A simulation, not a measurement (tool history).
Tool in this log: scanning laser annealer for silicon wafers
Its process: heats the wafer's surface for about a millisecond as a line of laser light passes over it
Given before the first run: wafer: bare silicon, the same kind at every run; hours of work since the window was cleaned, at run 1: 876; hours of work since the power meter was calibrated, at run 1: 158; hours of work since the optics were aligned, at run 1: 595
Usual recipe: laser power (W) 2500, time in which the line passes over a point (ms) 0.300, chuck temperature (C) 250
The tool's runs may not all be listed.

run   hour  laser power (W)  time in which the line passes over a point (ms)  chuck temperature (C)  hours of work since the window was cleaned  hours of work since the power meter was calibrated  hours of work since the optics were aligned  highest temperature of the surface (C)
  1    0.0             2500                                            0.300                    250                                         876                                                 158                                          595                                    1065
  2    6.8             2500                                            0.300                    250                                         880                                                 162                                          600                                    1066
  3   17.2             2500                                            0.300                    250                                         888                                                 169                                          607                                    1060
  4   23.8             2500                                            0.300                    250                                         892                                                 174                                          612                                    1061
  5   35.4             2500                                            0.300                    250                                         900                                                 182                                          620                                    1064
      40.2  -- window over the wafer cleaned
  6   42.6             2500                                            0.371                    250                                           2                                                 186                                          623                                    1166
  7   49.3             2500                                            0.371                    250                                           6                                                 190                                          628                                    1170
  8   60.4             2500                                            0.371                    250                                          14                                                 198                                          635                                    1171
  9   68.6             2500                                            0.300                    250                                          20                                                 204                                          641                                    1075
 10   80.8             2500                                            0.300                    250                                          28                                                 212                                          650                                    1077
 11   88.0             2500                                            0.300                    250                                          33                                                 217                                          655                                    1078
 12   95.0             2500                                            0.300                    250                                          38                                                 222                                          659                                    1078
 13  101.7             2290                                            0.300                    250                                          43                                                 226                                          664                                    1003
 14  110.0             2500                                            0.300                    258                                          48                                                 232                                          670                                    1085
 15  122.6             2391                                            0.300                    219                                          57                                                 241                                          679                                    1006
 16  132.6             2449                                            0.369                    219                                          64                                                 248                                          685                                    1115
 17  143.7             2449                                            0.369                    219                                          72                                                 256                                          693                                    1111
 18  154.7             2342                                            0.369                    266                                          79                                                 263                                          701                                    1120
 19  164.9             2500                                            0.265                    250                                          86                                                 270                                          708                                    1027
 20  174.2             2199                                            0.248                    222                                          93                                                 277                                          714                                     877
 21  180.5             2199                                            0.248                    225                                          97                                                 281                                          719                                     878
 22  187.1             2199                                            0.248                    225                                         102                                                 286                                          723                                     883
 23  195.9             2199                                            0.350                    244                                         108                                                 292                                          729                                    1019
 24  201.1             2605                                            0.350                    265                                         111                                                 295                                          733                                    1192
 25  206.2             2605                                            0.350                    265                                         115                                                 299                                          736                                    1192
 26  217.4             2605                                            0.352                    268                                         123                                                 307                                          744                                    1199
 27  224.2             2437                                            0.344                    264                                         127                                                 311                                          749                                    1119
 28  230.4             2522                                            0.222                    244                                         132                                                 316                                          753                                     961

Below are 5 alternative next runs, each starting from the tool's condition after run 28. Predict each:
  A  240.5             2522                                            0.232                    246                                         139                                                 322                                          760                                       ?
  B  240.5             2254                                            0.318                    234                                         139                                                 322                                          760                                       ?
  C  240.5             2377                                            0.242                    289                                         139                                                 322                                          760                                       ?
  D  240.5             2552                                            0.222                    244                                         139                                                 322                                          760                                       ?
  E  240.5             2186                                            0.302                    244                                         139                                                 322                                          760                                       ?

run  highest temperature of the surface (C)
  A                                     978
  B                                     993
  C                                     991
  D                                     969
  E                                     962
Without the tool's unlogged condition, the same runs would have read:
run  highest temperature of the surface (C)
  A                                     993
  B                                    1009
  C                                    1005
  D                                     984
  E                                     977
